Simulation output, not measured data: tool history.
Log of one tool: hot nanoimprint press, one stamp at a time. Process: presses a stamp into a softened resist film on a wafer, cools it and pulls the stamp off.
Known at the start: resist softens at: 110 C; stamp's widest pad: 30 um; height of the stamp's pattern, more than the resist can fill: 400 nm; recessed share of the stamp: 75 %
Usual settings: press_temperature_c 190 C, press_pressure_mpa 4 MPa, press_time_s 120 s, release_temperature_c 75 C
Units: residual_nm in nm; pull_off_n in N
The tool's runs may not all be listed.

{"run": 1, "day": 0.0, "press_temperature_c": 190, "press_pressure_mpa": 4, "press_time_s": 120, "release_temperature_c": 75, "residual_nm": 142.1, "pull_off_n": 205}
{"run": 2, "day": 0.996, "press_temperature_c": 190, "press_pressure_mpa": 4, "press_time_s": 120, "release_temperature_c": 75, "residual_nm": 141.5, "pull_off_n": 204}
{"run": 3, "day": 1.525, "press_temperature_c": 190, "press_pressure_mpa": 4, "press_time_s": 120, "release_temperature_c": 75, "residual_nm": 142, "pull_off_n": 206}
{"run": 4, "day": 2.379, "press_temperature_c": 190, "press_pressure_mpa": 4, "press_time_s": 120, "release_temperature_c": 75, "residual_nm": 141.3, "pull_off_n": 205}
{"run": 5, "day": 3.15, "press_temperature_c": 190, "press_pressure_mpa": 4, "press_time_s": 120, "release_temperature_c": 75, "residual_nm": 141.7, "pull_off_n": 212}
{"run": 6, "day": 4.112, "press_temperature_c": 190, "press_pressure_mpa": 4, "press_time_s": 120, "release_temperature_c": 75, "residual_nm": 141.4, "pull_off_n": 218}
{"run": 7, "day": 4.879, "press_temperature_c": 190, "press_pressure_mpa": 4, "press_time_s": 120, "release_temperature_c": 75, "residual_nm": 141.4, "pull_off_n": 220}
{"run": 8, "day": 5.454, "press_temperature_c": 190, "press_pressure_mpa": 4, "press_time_s": 120, "release_temperature_c": 75, "residual_nm": 142.4, "pull_off_n": 217}
{"run": 9, "day": 6.138, "press_temperature_c": 190, "press_pressure_mpa": 5.08, "press_time_s": 120, "release_temperature_c": 75, "residual_nm": 131.4, "pull_off_n": 216}
{"run": 10, "day": 6.617, "press_temperature_c": 188, "press_pressure_mpa": 4, "press_time_s": 120, "release_temperature_c": 75, "residual_nm": 149.5, "pull_off_n": 220}
{"run": 11, "day": 7.325, "press_temperature_c": 188, "press_pressure_mpa": 4, "press_time_s": 120, "release_temperature_c": 75, "residual_nm": 150.6, "pull_off_n": 219}
{"run": 12, "day": 8.258, "press_temperature_c": 190, "press_pressure_mpa": 4, "press_time_s": 120, "release_temperature_c": 65, "residual_nm": 142.9, "pull_off_n": 258}
{"run": 13, "day": 8.838, "press_temperature_c": 190, "press_pressure_mpa": 4, "press_time_s": 120, "release_temperature_c": 65, "residual_nm": 143.3, "pull_off_n": 256}
{"run": 14, "day": 9.8, "press_temperature_c": 190, "press_pressure_mpa": 4, "press_time_s": 120, "release_temperature_c": 65, "residual_nm": 142.6, "pull_off_n": 268}
{"run": 15, "day": 10.692, "press_temperature_c": 190, "press_pressure_mpa": 4, "press_time_s": 120, "release_temperature_c": 65, "residual_nm": 144.1, "pull_off_n": 255}
{"day": 11.038, "done": "stamp cleaned and given a new release coat"}
{"run": 16, "day": 11.683, "press_temperature_c": 189, "press_pressure_mpa": 6.36, "press_time_s": 101, "release_temperature_c": 75, "residual_nm": 133.9, "pull_off_n": 156}
{"run": 17, "day": 12.1, "press_temperature_c": 190, "press_pressure_mpa": 4, "press_time_s": 84, "release_temperature_c": 75, "residual_nm": 160.5, "pull_off_n": 157}
{"run": 18, "day": 12.817, "press_temperature_c": 190, "press_pressure_mpa": 3.52, "press_time_s": 120, "release_temperature_c": 75, "residual_nm": 149.5, "pull_off_n": 160}
{"run": 19, "day": 13.417, "press_temperature_c": 190, "press_pressure_mpa": 3.52, "press_time_s": 120, "release_temperature_c": 75, "residual_nm": 149, "pull_off_n": 166}
{"run": 20, "day": 13.838, "press_temperature_c": 190, "press_pressure_mpa": 3.7, "press_time_s": 120, "release_temperature_c": 61, "residual_nm": 148.5, "pull_off_n": 197}
{"day": 14.008, "done": "plate thermocouple calibrated"}
{"run": 21, "day": 14.962, "press_temperature_c": 180, "press_pressure_mpa": 3.54, "press_time_s": 61, "release_temperature_c": 64, "residual_nm": 215, "pull_off_n": 191}
{"run": 22, "day": 15.608, "press_temperature_c": 180, "press_pressure_mpa": 5.56, "press_time_s": 61, "release_temperature_c": 64, "residual_nm": 198.2, "pull_off_n": 187}
{"run": 23, "day": 16.296, "press_temperature_c": 183, "press_pressure_mpa": 3.55, "press_time_s": 83, "release_temperature_c": 80, "residual_nm": 191.7, "pull_off_n": 153}
{"run": 24, "day": 17.275, "press_temperature_c": 190, "press_pressure_mpa": 4.17, "press_time_s": 89, "release_temperature_c": 75, "residual_nm": 158.8, "pull_off_n": 169}
{"run": 25, "day": 18.112, "press_temperature_c": 200, "press_pressure_mpa": 3.91, "press_time_s": 226, "release_temperature_c": 60, "residual_nm": 87.1, "pull_off_n": 210}
{"run": 26, "day": 18.588, "press_temperature_c": 190, "press_pressure_mpa": 3.56, "press_time_s": 120, "release_temperature_c": 75, "residual_nm": 151.8, "pull_off_n": 177}
{"run": 27, "day": 19.475, "press_temperature_c": 182, "press_pressure_mpa": 3.76, "press_time_s": 130, "release_temperature_c": 80, "residual_nm": 175, "pull_off_n": 161}
{"day": 20.342, "done": "plate thermocouple calibrated, once more"}
{"run": 28, "day": 20.554, "press_temperature_c": 182, "press_pressure_mpa": 3.76, "press_time_s": 130, "release_temperature_c": 80, "residual_nm": 172.9, "pull_off_n": 169}
{"run": 29, "day": 21.321, "press_temperature_c": 190, "press_pressure_mpa": 3.32, "press_time_s": 120, "release_temperature_c": 79, "residual_nm": 151.5, "pull_off_n": 175}

Forecast each of these 3 alternatives for the next run:
{"run": "A", "day": 21.933, "press_temperature_c": 190, "press_pressure_mpa": 4, "press_time_s": 120, "release_temperature_c": 79, "residual_nm": "?", "pull_off_n": "?"}
{"run": "B", "day": 21.933, "press_temperature_c": 190, "press_pressure_mpa": 4, "press_time_s": 148, "release_temperature_c": 75, "residual_nm": "?", "pull_off_n": "?"}
{"run": "C", "day": 21.933, "press_temperature_c": 190, "press_pressure_mpa": 3.89, "press_time_s": 180, "release_temperature_c": 80, "residual_nm": "?", "pull_off_n": "?"}

run=A residual_nm=144 pull_off_n=173
run=B residual_nm=132.7 pull_off_n=180
run=C residual_nm=125.6 pull_off_n=167
Without the tool's hidden state the same runs would have given:
run=A residual_nm=141.3 pull_off_n=147
run=B residual_nm=130 pull_off_n=153
run=C residual_nm=122.9 pull_off_n=141
